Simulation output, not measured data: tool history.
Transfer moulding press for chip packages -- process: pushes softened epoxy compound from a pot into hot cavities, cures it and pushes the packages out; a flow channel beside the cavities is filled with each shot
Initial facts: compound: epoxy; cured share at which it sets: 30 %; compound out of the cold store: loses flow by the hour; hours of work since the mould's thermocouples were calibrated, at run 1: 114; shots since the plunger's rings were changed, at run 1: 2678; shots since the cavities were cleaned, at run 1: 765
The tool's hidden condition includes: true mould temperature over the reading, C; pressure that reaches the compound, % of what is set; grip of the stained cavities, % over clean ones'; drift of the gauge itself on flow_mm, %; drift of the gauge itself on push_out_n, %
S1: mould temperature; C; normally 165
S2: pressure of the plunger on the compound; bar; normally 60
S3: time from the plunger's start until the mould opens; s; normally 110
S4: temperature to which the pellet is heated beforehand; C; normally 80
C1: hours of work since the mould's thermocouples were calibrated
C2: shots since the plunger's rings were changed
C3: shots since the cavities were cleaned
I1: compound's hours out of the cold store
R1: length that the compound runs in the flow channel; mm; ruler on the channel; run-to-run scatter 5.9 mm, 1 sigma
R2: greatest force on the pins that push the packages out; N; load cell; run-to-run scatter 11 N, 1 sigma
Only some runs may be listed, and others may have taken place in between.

Run 1, hour 0: usual settings; C1 114; C2 2678; C3 765; I1 28.9. Result: R1 722 mm, R2 513 N.
Run 2, hour 6.9: usual settings; C1 119; C2 2751; C3 838; I1 15. Result: R1 771 mm, R2 507 N.
Run 3, hour 17.1: usual settings; C1 125; C2 2858; C3 945; I1 20.8. Result: R1 766 mm, R2 508 N.
At hour 24.2: cavities cleaned with cleaning compound and waxed.
Run 4, hour 32.6: usual settings; C1 134; C2 3004; C3 87; I1 32.8. Result: R1 705 mm, R2 514 N.
Run 5, hour 41: usual settings; C1 140; C2 3092; C3 175; I1 34.4. Result: R1 694 mm, R2 505 N.
Run 6, hour 48: usual settings but S4 89 C; C1 144; C2 3166; C3 249; I1 29.1. Result: R1 730 mm, R2 492 N.
Run 7, hour 54.8: usual settings but S4 89 C; C1 148; C2 3237; C3 320; I1 30.9. Result: R1 707 mm, R2 498 N.
Run 8, hour 62.1: usual settings but S4 89 C; C1 153; C2 3314; C3 397; I1 40.8. Result: R1 679 mm, R2 493 N.
Run 9, hour 73.5: usual settings but S4 83 C; C1 160; C2 3433; C3 516; I1 9.6. Result: R1 790 mm, R2 542 N.
Run 10, hour 81.4: usual settings but S2 57.6 bar; C1 165; C2 3516; C3 599; I1 42.4. Result: R1 669 mm, R2 505 N.
Run 11, hour 92.2: usual settings but S2 57.6 bar; C1 172; C2 3630; C3 713; I1 44.4. Result: R1 649 mm, R2 512 N.
Run 12, hour 105.1: usual settings; C1 180; C2 3765; C3 848; I1 26.1. Result: R1 730 mm, R2 513 N.
Run 13, hour 114.4: usual settings; C1 186; C2 3863; C3 946; I1 46.1. Result: R1 660 mm, R2 508 N.
At hour 121.7: cavities cleaned with cleaning compound and waxed.
Run 14, hour 128.8: usual settings but S3 147 s; C1 194; C2 3998; C3 75; I1 33.7. Result: R1 701 mm, R2 469 N.
Run 15, hour 142.4: usual settings but S3 147 s; C1 203; C2 4141; C3 218; I1 45. Result: R1 660 mm, R2 464 N.
Run 16, hour 150.7: usual settings but S3 145 s; C1 208; C2 4227; C3 304; I1 8.8. Result: R1 793 mm, R2 443 N.
Run 17, hour 159.7: usual settings but S2 53.4 bar, S3 99 s; C1 214; C2 4322; C3 399; I1 42.5. Result: R1 634 mm, R2 580 N.
Run 18, hour 171: usual settings but S2 53.4 bar, S3 99 s, S4 85 C; C1 221; C2 4441; C3 518; I1 31.9. Result: R1 657 mm, R2 607 N.
Run 19, hour 178: usual settings but S1 168 C, S3 106 s; C1 226; C2 4514; C3 591; I1 39.7. Result: R1 659 mm, R2 478 N.
Run 20, hour 185.9: usual settings but S1 168 C, S2 73.9 bar, S3 137 s, S4 74 C; C1 231; C2 4596; C3 673; I1 27.3. Result: R1 804 mm, R2 445 N.
Run 21, hour 199.3: usual settings but S4 83 C; C1 239; C2 4737; C3 814; I1 13.7. Result: R1 764 mm, R2 523 N.
Run 22, hour 206: usual settings but S1 163 C, S2 61 bar, S3 138 s, S4 82 C; C1 244; C2 4807; C3 884; I1 20.3. Result: R1 757 mm, R2 473 N.
Run 23, hour 212.6: usual settings but S2 51.6 bar, S4 78 C; C1 248; C2 4877; C3 954; I1 36.6. Result: R1 642 mm, R2 502 N.
At hour 219.2: cavities cleaned with cleaning compound and waxed.
Run 24, hour 223.5: usual settings but S1 168 C, S2 65.9 bar, S4 78 C; C1 254; C2 4975; C3 45; I1 26.4. Result: R1 759 mm, R2 481 N.
Run 25, hour 232.3: usual settings but S2 65.9 bar, S3 127 s, S4 81 C; C1 259; C2 5068; C3 138; I1 21.2. Result: R1 779 mm, R2 478 N.
Run 26, hour 239.7: usual settings but S1 157 C, S2 56.6 bar; C1 264; C2 5145; C3 215; I1 29.9. Result: R1 730 mm, R2 842 N.
Run 27, hour 248.3: usual settings but S1 157 C, S2 56.6 bar; C1 269; C2 5235; C3 305; I1 24.5. Result: R1 737 mm, R2 831 N.
Run 28, hour 255.4: usual settings but S1 157 C, S2 58.8 bar; C1 274; C2 5310; C3 380; I1 40.8. Result: R1 694 mm, R2 819 N.
Run 29, hour 268: usual settings but S1 166 C, S2 58.8 bar, S3 102 s; C1 282; C2 5442; C3 512; I1 36.2. Result: R1 684 mm, R2 531 N.
Run 30, hour 278.3: usual settings but S1 166 C, S2 58.8 bar, S3 102 s; C1 289; C2 5550; C3 620; I1 36.9. Result: R1 674 mm, R2 539 N.

What if the next run were any one of these 3? Each begins from the tool's condition after run 30:
Run A, hour 284: usual settings but S1 159 C, S2 64.5 bar, S3 116 s; C1 292; C2 5610; C3 680; I1 20.8. Result: R1 ?, R2 ?.
Run B, hour 284: usual settings but S2 62.4 bar, S4 85 C; C1 292; C2 5610; C3 680; I1 9.6. Result: R1 ?, R2 ?.
Run C, hour 284: usual settings but S1 162 C, S2 59 bar, S3 98 s; C1 292; C2 5610; C3 680; I1 8.3. Result: R1 ?, R2 ?.

run   R1   R2
  A  800  656
  B  799  517
  C  799  814
Without the tool's unlogged condition, the same runs would have read:
run   R1   R2
  A  802  647
  B  800  510
  C  801  803

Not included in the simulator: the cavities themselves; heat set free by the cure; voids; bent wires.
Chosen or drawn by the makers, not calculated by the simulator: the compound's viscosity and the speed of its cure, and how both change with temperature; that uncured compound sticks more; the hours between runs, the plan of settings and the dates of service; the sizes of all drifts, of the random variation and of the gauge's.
